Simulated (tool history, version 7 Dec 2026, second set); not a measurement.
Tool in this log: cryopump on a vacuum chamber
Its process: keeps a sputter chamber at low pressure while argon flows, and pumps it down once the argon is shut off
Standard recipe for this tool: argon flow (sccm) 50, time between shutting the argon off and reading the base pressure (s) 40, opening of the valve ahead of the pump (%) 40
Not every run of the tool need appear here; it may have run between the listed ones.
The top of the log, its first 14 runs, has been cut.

run      day  argon flow (sccm)  time between shutting the argon off and reading the base pressure (s)  opening of the valve ahead of the pump (%)  hours of work since the pump was warmed up and emptied  hours of work since the cold head was overhauled  hours of work since the chamber's fittings were tightened  pressure while argon flows (Pa)  pressure after the wait (uPa)
 15   58.488                 50                                                                     40                                          35                                                     161                                              2201                                                        961                           0.1531                           1.55
 16   61.933                 50                                                                     40                                          35                                                     196                                              2236                                                        996                           0.1536                           1.58
 17   64.150                 50                                                                    191                                          35                                                     218                                              2258                                                       1018                           0.1550                           0.92
 18   66.475                 46                                                                    142                                          27                                                     242                                              2282                                                       1041                           0.1852                           1.02
 19   71.300                 46                                                                    142                                          27                                                     290                                              2330                                                       1090                           0.1851                           1.05
 20   73.588                 50                                                                     70                                          40                                                     314                                              2354                                                       1113                           0.1397                           1.30
 21   76.475                 53                                                                    174                                          20                                                     343                                              2383                                                       1142                           0.2859                           1.08
 22   78.729                 50                                                                    151                                          26                                                     365                                              2405                                                       1165                           0.2120                           1.16
 23   83.946                 50                                                                     30                                          25                                                     418                                              2458                                                       1218                           0.2231                           2.12
 24   86.142                 34                                                                     26                                          20                                                     440                                              2480                                                       1240                           0.1870                           2.34
 25   89.142                 72                                                                     40                                          40                                                     470                                              2510                                                       1270                           0.2115                           1.89
 26   92.546                 63                                                                     40                                          38                                                     505                                              2545                                                       1304                           0.1957                           1.96
 27   94.954                 23                                                                     88                                          23                                                     529                                              2569                                                       1329                           0.1133                           1.50
 28   98.188                 23                                                                     88                                          23                                                     562                                              2602                                                       1361                           0.1137                           1.55
 29  102.571                 23                                                                    180                                          40                                                     606                                              2646                                                       1405                           0.0693                           1.41
 30  105.683                 23                                                                    191                                          22                                                     637                                              2677                                                       1437                           0.1181                           1.36
     107.379  -- pump warmed up, emptied and cooled again
 31  110.529                 23                                                                    191                                          30                                                      32                                              2724                                                       1483                           0.0812                           1.10
 32  114.992                 82                                                                     60                                          17                                                      77                                              2769                                                       1528                           0.5043                           1.57
 33  118.746                 44                                                                     67                                          40                                                     115                                              2807                                                       1566                           0.1173                           1.51

3 options for the next run, each taken on its own from the tool as it stands now. Forecast them:
  A  122.521                 29                                                                     40                                          40                                                     153                                              2845                                                       1604                                ?                              ?
  B  122.521                 41                                                                     67                                          40                                                     153                                              2845                                                       1604                                ?                              ?
  C  122.521                 44                                                                     36                                          39                                                     153                                              2845                                                       1604                                ?                              ?

run  pressure while argon flows (Pa)  pressure after the wait (uPa)
  A                           0.0782                           1.87
  B                           0.1100                           1.53
  C                           0.1212                           2.07
Without the tool's unlogged condition, the same runs would have read:
run  pressure while argon flows (Pa)  pressure after the wait (uPa)
  A                           0.0751                           1.05
  B                           0.1056                           0.72
  C                           0.1164                           1.22

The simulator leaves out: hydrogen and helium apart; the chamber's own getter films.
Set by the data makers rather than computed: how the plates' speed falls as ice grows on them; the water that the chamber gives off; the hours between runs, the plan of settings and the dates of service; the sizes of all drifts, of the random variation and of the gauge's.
